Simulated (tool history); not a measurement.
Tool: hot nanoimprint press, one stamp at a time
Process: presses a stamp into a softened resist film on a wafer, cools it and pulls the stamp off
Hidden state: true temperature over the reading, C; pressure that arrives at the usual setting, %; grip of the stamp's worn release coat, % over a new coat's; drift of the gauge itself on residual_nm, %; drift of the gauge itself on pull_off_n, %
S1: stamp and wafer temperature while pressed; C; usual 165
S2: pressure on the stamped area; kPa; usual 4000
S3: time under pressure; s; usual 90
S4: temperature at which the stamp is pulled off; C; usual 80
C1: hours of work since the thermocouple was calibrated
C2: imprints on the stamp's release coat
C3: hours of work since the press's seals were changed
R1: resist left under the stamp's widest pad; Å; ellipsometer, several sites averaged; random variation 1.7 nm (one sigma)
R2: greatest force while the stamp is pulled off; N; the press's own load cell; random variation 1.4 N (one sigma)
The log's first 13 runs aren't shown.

| run | day | S1 | S2 | S3 | S4 | C1 | C2 | C3 | R1 | R2 |
|---|---|---|---|---|---|---|---|---|---|---|
| 14 | 4.1 | 165 | 4940 | 90 | 80 | 104 | 503 | 164 | 2621 | 142 |
| 15 | 4.521 | 165 | 4940 | 90 | 80 | 111 | 542 | 170 | 2604 | 144 |
| 16 | 4.875 | 165 | 3810 | 90 | 80 | 116 | 574 | 176 | 3065 | 148 |
|  | 5.208 | stamp cleaned and given a new release coat |
| 17 | 5.412 | 165 | 3810 | 90 | 66 | 121 | 19 | 180 | 3055 | 148 |
| 18 | 5.717 | 165 | 3810 | 90 | 66 | 125 | 47 | 185 | 3046 | 146 |
| 19 | 6.121 | 165 | 3810 | 90 | 66 | 132 | 83 | 191 | 3021 | 146 |
| 20 | 6.35 | 155 | 4540 | 96 | 82 | 135 | 104 | 195 | 4238 | 133 |
| 21 | 6.683 | 155 | 4540 | 96 | 82 | 140 | 134 | 200 | 4219 | 134 |
| 22 | 6.929 | 161 | 4000 | 90 | 73 | 144 | 157 | 204 | 3553 | 141 |
| 23 | 7.212 | 161 | 4000 | 151 | 70 | 149 | 182 | 208 | 2974 | 147 |
| 24 | 7.646 | 173 | 4000 | 90 | 80 | 155 | 222 | 215 | 2115 | 136 |
| 25 | 7.879 | 165 | 3530 | 72 | 80 | 159 | 243 | 219 | 3391 | 141 |
| 26 | 8.183 | 158 | 4000 | 60 | 80 | 164 | 270 | 223 | 4475 | 138 |
| 27 | 8.438 | 158 | 4000 | 60 | 80 | 168 | 293 | 227 | 4469 | 140 |
| 28 | 8.688 | 166 | 3860 | 90 | 80 | 172 | 316 | 231 | 2867 | 140 |
| 29 | 8.958 | 168 | 3720 | 90 | 71 | 176 | 341 | 235 | 2710 | 152 |
| 30 | 9.288 | 168 | 3720 | 90 | 71 | 181 | 371 | 241 | 2705 | 148 |

4 ways to go on from here, each from the tool as it stands after run 30. What would each give?
| A | 9.592 | 160 | 5300 | 168 | 71 | 186 | 398 | 245 | ? | ? |
| B | 9.592 | 168 | 4220 | 90 | 71 | 186 | 398 | 245 | ? | ? |
| C | 9.592 | 177 | 6120 | 103 | 71 | 186 | 398 | 245 | ? | ? |
| D | 9.592 | 165 | 4000 | 90 | 74 | 186 | 398 | 245 | ? | ? |

| run | R1 | R2 |
|---|---|---|
| A | 2516 | 153 |
| B | 2488 | 153 |
| C | 1316 | 150 |
| D | 2929 | 146 |
Without the tool's hidden state the same runs would have given:
| run | R1 | R2 |
|---|---|---|
| A | 2545 | 143 |
| B | 2515 | 143 |
| C | 1324 | 140 |
| D | 2963 | 136 |
